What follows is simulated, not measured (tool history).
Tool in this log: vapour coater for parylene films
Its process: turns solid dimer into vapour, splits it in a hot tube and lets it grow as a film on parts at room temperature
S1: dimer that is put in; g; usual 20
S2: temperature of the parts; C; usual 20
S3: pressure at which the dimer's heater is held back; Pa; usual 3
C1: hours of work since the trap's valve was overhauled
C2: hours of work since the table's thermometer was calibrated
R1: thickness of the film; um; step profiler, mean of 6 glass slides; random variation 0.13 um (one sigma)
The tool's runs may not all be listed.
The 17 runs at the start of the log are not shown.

run    hour  S1  S2     S3   C1    C2     R1
 18   642.3  20  30      3   63  1178  10.37
 19     678  20  12   6.89   80  1195  17.48
 20   701.9  20  12   2.94   92  1207  21.39
 21   729.4  27  20      3  105  1220  20.63
 22   759.9  27  20      3  120  1235   20.6
 23   787.6  10  20      3  134  1248   7.62
 24   830.8  10  29   2.92  155  1269   5.37
 25   869.6  20  18   3.27  173  1288  16.23
 26   914.7  36  21   7.77  195  1310  20.77
 27   961.6  10  21   7.77  218  1333   5.83
 28   997.6  22  20      3  235  1350  16.78
 29  1022.2  20  20   2.85  247  1362  15.24
 30  1051.3  28  31  11.57  261  1376   9.68
 31  1085.7  20  27   5.66  278  1393   9.61
 32  1134.6  20  13    5.7  302  1416  17.01
 33  1168.8  20  13    5.7  318  1433  17.25
 34  1214.6  20  13    5.7  340  1455  17.09
 35  1247.8  20  14   3.93  357  1471  17.87
 36    1277  20  14   3.93  371  1485  17.74

What if the next run were any one of these 5? Each begins from the tool's condition after run 36:
  A  1312.4  18  21  3.93  388  1503   ?
  B  1312.4   8  14  5.22  388  1503   ?
  C  1312.4  36  28  9.44  388  1503   ?
  D  1312.4  30  14  3.93  388  1503   ?
  E  1312.4   8  12  7.35  388  1503   ?

run     R1
  A  11.93
  B   6.71
  C  14.62
  D  26.76
  E   6.65
With the hidden condition removed and each run's random variation left untouched, the same runs would have given:
run     R1
  A   12.7
  B   7.14
  C  15.56
  D  28.49
  E   7.08

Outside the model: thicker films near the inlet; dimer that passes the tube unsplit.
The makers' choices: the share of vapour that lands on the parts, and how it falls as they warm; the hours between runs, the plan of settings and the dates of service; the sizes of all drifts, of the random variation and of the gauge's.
